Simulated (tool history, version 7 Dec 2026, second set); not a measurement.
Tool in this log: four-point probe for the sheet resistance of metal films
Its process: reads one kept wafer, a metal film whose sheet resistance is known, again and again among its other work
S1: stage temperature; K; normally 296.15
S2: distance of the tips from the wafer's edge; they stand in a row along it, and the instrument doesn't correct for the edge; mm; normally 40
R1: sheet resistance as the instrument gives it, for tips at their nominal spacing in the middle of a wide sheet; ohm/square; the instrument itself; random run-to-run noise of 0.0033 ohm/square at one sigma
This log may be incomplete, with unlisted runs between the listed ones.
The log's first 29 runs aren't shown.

Run 30, hour 841.8: usual settings but S2 9 mm. Result: R1 16.409313 ohm/square.
Run 31, hour 867: usual settings but S2 9 mm. Result: R1 16.416798 ohm/square.
Run 32, hour 900.9: usual settings but S2 27 mm. Result: R1 16.390226 ohm/square.
Run 33, hour 936.5: usual settings but S2 27 mm. Result: R1 16.391945 ohm/square.
Run 34, hour 963.3: usual settings but S1 299.15 K, S2 19 mm. Result: R1 16.456307 ohm/square.
Run 35, hour 980.1: usual settings but S1 301.15 K, S2 38 mm. Result: R1 16.494514 ohm/square.
Run 36, hour 1017.5: usual settings but S1 294.15 K, S2 38 mm. Result: R1 16.352109 ohm/square.
Run 37, hour 1046.6: usual settings but S1 301.15 K, S2 27 mm. Result: R1 16.489979 ohm/square.
Run 38, hour 1082.4: usual settings but S1 294.15 K, S2 8 mm. Result: R1 16.384221 ohm/square.
Run 39, hour 1101.4: usual settings but S1 298.15 K, S2 52 mm. Result: R1 16.43135 ohm/square.
Run 40, hour 1129.5: usual settings but S1 298.15 K, S2 52 mm. Result: R1 16.428078 ohm/square.
Run 41, hour 1156.3: usual settings but S1 298.15 K, S2 24 mm. Result: R1 16.431329 ohm/square.
Run 42, hour 1176.7: usual settings but S1 307.15 K, S2 22 mm. Result: R1 16.61703 ohm/square.
Run 43, hour 1214: usual settings but S1 307.15 K, S2 22 mm. Result: R1 16.616684 ohm/square.
Run 44, hour 1252.6: usual settings but S1 293.15 K, S2 55 mm. Result: R1 16.324247 ohm/square.
Run 45, hour 1291.5: usual settings but S1 298.15 K, S2 23 mm. Result: R1 16.431269 ohm/square.

4 options for the next run, each taken on its own from the tool as it stands now. Forecast them:
Run A, hour 1313.9: usual settings but S1 298.15 K, S2 31 mm. Result: R1 ?.
Run B, hour 1313.9: usual settings but S1 297.15 K, S2 5 mm. Result: R1 ?.
Run C, hour 1313.9: usual settings but S1 297.15 K. Result: R1 ?.
Run D, hour 1313.9: usual settings but S1 298.15 K, S2 72 mm. Result: R1 ?.

run         R1
  A  16.436606
  B  16.499928
  C  16.412195
  D  16.427732
Stripped of hidden state, with their random variation kept, the same runs would have yielded:
run         R1
  A  16.438829
  B  16.502158
  C  16.414414
  D  16.429954

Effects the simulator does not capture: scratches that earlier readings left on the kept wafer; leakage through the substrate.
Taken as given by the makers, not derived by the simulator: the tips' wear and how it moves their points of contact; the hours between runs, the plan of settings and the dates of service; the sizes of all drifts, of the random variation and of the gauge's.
